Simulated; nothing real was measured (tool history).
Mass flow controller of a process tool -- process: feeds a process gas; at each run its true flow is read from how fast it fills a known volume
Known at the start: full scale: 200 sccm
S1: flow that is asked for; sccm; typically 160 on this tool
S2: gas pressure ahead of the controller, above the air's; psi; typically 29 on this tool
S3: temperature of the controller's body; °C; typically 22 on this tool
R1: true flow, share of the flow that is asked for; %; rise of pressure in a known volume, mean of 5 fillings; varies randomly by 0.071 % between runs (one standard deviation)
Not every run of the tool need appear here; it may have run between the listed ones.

run 1 day=0 | S1=160 S2=29 S3=22 | R1=99.93
run 2 day=12.025 | S1=160 S2=29 S3=22 | R1=100.16
run 3 day=20.738 | S1=160 S2=29 S3=22 | R1=100.16
run 4 day=27.517 | S1=23 S2=29 S3=22 | R1=99.3
run 5 day=37.108 | S1=23 S2=29 S3=22 | R1=99.39
run 6 day=45.779 | S1=23 S2=29 S3=22 | R1=99.4
run 7 day=51.217 | S1=23 S2=29 S3=22 | R1=99.48
run 8 day=57.283 | S1=23 S2=29 S3=22 | R1=99.52
run 9 day=65.621 | S1=176 S2=29 S3=22 | R1=100.76
run 10 day=78.042 | S1=176 S2=26.8 S3=22 | R1=100.76
run 11 day=84.483 | S1=160 S2=24.1 S3=22 | R1=100.83
run 12 day=96.6 | S1=198 S2=29 S3=22 | R1=101.07
run 13 day=104.725 | S1=198 S2=29 S3=22 | R1=101.17
run 14 day=114.108 | S1=160 S2=34.8 S3=22 | R1=101.12
run 15 day=119.383 | S1=160 S2=34.8 S3=22 | R1=101
run 16 day=132.467 | S1=160 S2=34.8 S3=22 | R1=101.16
run 17 day=138.067 | S1=160 S2=34.8 S3=22 | R1=101.14
run 18 day=146.704 | S1=160 S2=34.8 S3=22 | R1=101.37
run 19 day=152.325 | S1=160 S2=29 S3=22 | R1=101.49
run 20 day=162.371 | S1=160 S2=29 S3=22 | R1=101.59
run 21 day=173.817 | S1=160 S2=29 S3=22 | R1=101.54
run 22 day=184.988 | S1=160 S2=29 S3=22 | R1=101.69
run 23 day=195.175 | S1=72 S2=26 S3=22 | R1=101.32
run 24 day=201.275 | S1=45 S2=20.6 S3=25 | R1=101.06
run 25 day=212.275 | S1=45 S2=20.6 S3=25 | R1=101.07
run 26 day=218.292 | S1=28 S2=33.4 S3=36 | R1=100.14
run 27 day=228.088 | S1=160 S2=29 S3=24 | R1=102
run 28 day=234.571 | S1=160 S2=29 S3=24 | R1=101.99

Run 29 comes next. What will it give?
run 29 day=243.688 | S1=160 S2=29 S3=24 | R1=?

{"run 29": {"R1": 102.21}}
With no hidden state in the tool, this same run would have given R1 99.87 %.

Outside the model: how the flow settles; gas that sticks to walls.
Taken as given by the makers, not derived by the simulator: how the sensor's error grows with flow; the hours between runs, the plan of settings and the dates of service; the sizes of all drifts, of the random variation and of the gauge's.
